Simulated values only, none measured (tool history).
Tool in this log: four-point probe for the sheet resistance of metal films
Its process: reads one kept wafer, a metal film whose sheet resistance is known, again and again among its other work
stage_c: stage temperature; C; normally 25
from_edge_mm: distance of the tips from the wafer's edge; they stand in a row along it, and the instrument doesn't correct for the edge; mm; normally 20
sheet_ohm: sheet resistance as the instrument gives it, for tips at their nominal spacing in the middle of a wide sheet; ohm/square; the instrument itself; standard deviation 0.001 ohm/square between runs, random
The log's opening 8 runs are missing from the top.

run,hour,stage_c,from_edge_mm,sheet_ohm
9,260.5,25,12,5.132638
10,292.2,25,12,5.131188
11,316.5,25,12,5.131678
12,351.1,25,12,5.132916
13,376.9,25,12,5.131284
14,408.6,25,67,5.112041
15,440.0,25,20,5.120733
16,483.9,22,20,5.119149
17,516.1,25,23,5.118871
18,561.4,19,9,5.144293
19,594.6,19,9,5.142435
20,618.5,26,9,5.148878
21,656.1,26,16,5.124745
22,696.1,26,16,5.122516
23,730.3,31,42,5.117133
24,757.1,31,29,5.117225
25,795.6,31,29,5.120710
26,822.8,31,29,5.120083
27,860.3,31,29,5.120474
28,897.4,20,33,5.111994
29,917.1,28,5,5.223982
30,938.2,26,8,5.157529
31,962.2,26,8,5.157078
32,989.8,29,5,5.223776
33,1023.0,23,3,5.399081

Branching from run 33: 4 alternative next runs. What would each branch give?
A,1057.0,35,20,?
B,1057.0,21,37,?
C,1057.0,23,3,?
D,1057.0,25,21,?

run,sheet_ohm
A,5.125012
B,5.113183
C,5.399342
D,5.118461
Stripped of hidden state, with their random variation kept, the same runs would have yielded:
run,sheet_ohm
A,5.125269
B,5.113438
C,5.399611
D,5.118716
